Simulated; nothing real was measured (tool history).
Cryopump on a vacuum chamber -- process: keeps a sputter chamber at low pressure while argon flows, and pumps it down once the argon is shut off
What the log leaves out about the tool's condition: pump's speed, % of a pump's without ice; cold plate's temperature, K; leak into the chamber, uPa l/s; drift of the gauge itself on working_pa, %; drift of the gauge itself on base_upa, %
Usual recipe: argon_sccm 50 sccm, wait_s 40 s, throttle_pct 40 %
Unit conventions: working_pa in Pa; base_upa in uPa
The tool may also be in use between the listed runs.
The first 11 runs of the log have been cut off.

| run | hour | argon_sccm | wait_s | throttle_pct | hours of work since the pump was warmed up and emptied | hours of work since the cold head was overhauled | hours of work since the chamber's fittings were tightened | working_pa | base_upa |
|---|---|---|---|---|---|---|---|---|---|
| 12 | 228.9 | 50 | 40 | 40 | 465 | 465 | 1454 | 0.1038 | 2.26 |
| 13 | 241.1 | 50 | 165 | 40 | 471 | 471 | 1460 | 0.1026 | 1.20 |
| 14 | 254.5 | 50 | 165 | 40 | 479 | 479 | 1468 | 0.1042 | 1.20 |
| 15 | 271.9 | 50 | 165 | 40 | 488 | 488 | 1477 | 0.1043 | 1.23 |
| 16 | 298.2 | 50 | 165 | 40 | 502 | 502 | 1492 | 0.1045 | 1.16 |
| 17 | 314.6 | 50 | 165 | 40 | 511 | 511 | 1500 | 0.1034 | 1.24 |
| 18 | 329.8 | 50 | 165 | 40 | 520 | 520 | 1509 | 0.1037 | 1.24 |
| 19 | 343.1 | 50 | 165 | 40 | 527 | 527 | 1516 | 0.1050 | 1.24 |
| 20 | 359.8 | 77 | 91 | 22 | 536 | 536 | 1525 | 0.2819 | 1.53 |
| 21 | 372.4 | 77 | 74 | 24 | 543 | 543 | 1532 | 0.2586 | 1.65 |
| 22 | 399.5 | 77 | 74 | 24 | 557 | 557 | 1547 | 0.2607 | 1.68 |
| 23 | 420.6 | 77 | 74 | 24 | 569 | 569 | 1558 | 0.2596 | 1.66 |
| 24 | 439.3 | 77 | 74 | 24 | 579 | 579 | 1568 | 0.2592 | 1.71 |
| 25 | 464.1 | 50 | 270 | 22 | 593 | 593 | 1582 | 0.1845 | 1.14 |
| 26 | 486.6 | 50 | 270 | 22 | 605 | 605 | 1594 | 0.1839 | 1.19 |
| 27 | 499.1 | 60 | 40 | 41 | 612 | 612 | 1601 | 0.1234 | 2.49 |
| 28 | 526.2 | 88 | 40 | 40 | 626 | 626 | 1615 | 0.1839 | 2.39 |
| 29 | 549.8 | 88 | 40 | 40 | 639 | 639 | 1628 | 0.1886 | 2.44 |
| 30 | 566.5 | 88 | 40 | 40 | 648 | 648 | 1637 | 0.1874 | 2.37 |
| 31 | 578.2 | 50 | 69 | 45 | 655 | 655 | 1644 | 0.0955 | 1.85 |
| 32 | 599.8 | 75 | 59 | 40 | 666 | 666 | 1655 | 0.1592 | 1.99 |
| 33 | 616.7 | 75 | 59 | 40 | 676 | 676 | 1665 | 0.1578 | 2.04 |
| 34 | 642.1 | 75 | 59 | 40 | 689 | 689 | 1678 | 0.1617 | 2.05 |

4 ways to go on from here, each from the tool as it stands after run 34. What would each give?
| A | 668.7 | 25 | 59 | 40 | 704 | 704 | 1693 | ? | ? |
| B | 668.7 | 50 | 28 | 26 | 704 | 704 | 1693 | ? | ? |
| C | 668.7 | 21 | 35 | 40 | 704 | 704 | 1693 | ? | ? |
| D | 668.7 | 42 | 77 | 36 | 704 | 704 | 1693 | ? | ? |

| run | working_pa | base_upa |
|---|---|---|
| A | 0.0542 | 2.00 |
| B | 0.1587 | 3.05 |
| C | 0.0454 | 2.63 |
| D | 0.0993 | 1.77 |
With no hidden state in the tool, these same runs would have given:
| run | working_pa | base_upa |
|---|---|---|
| A | 0.0488 | 1.12 |
| B | 0.1478 | 2.19 |
| C | 0.0408 | 1.78 |
| D | 0.0902 | 0.89 |
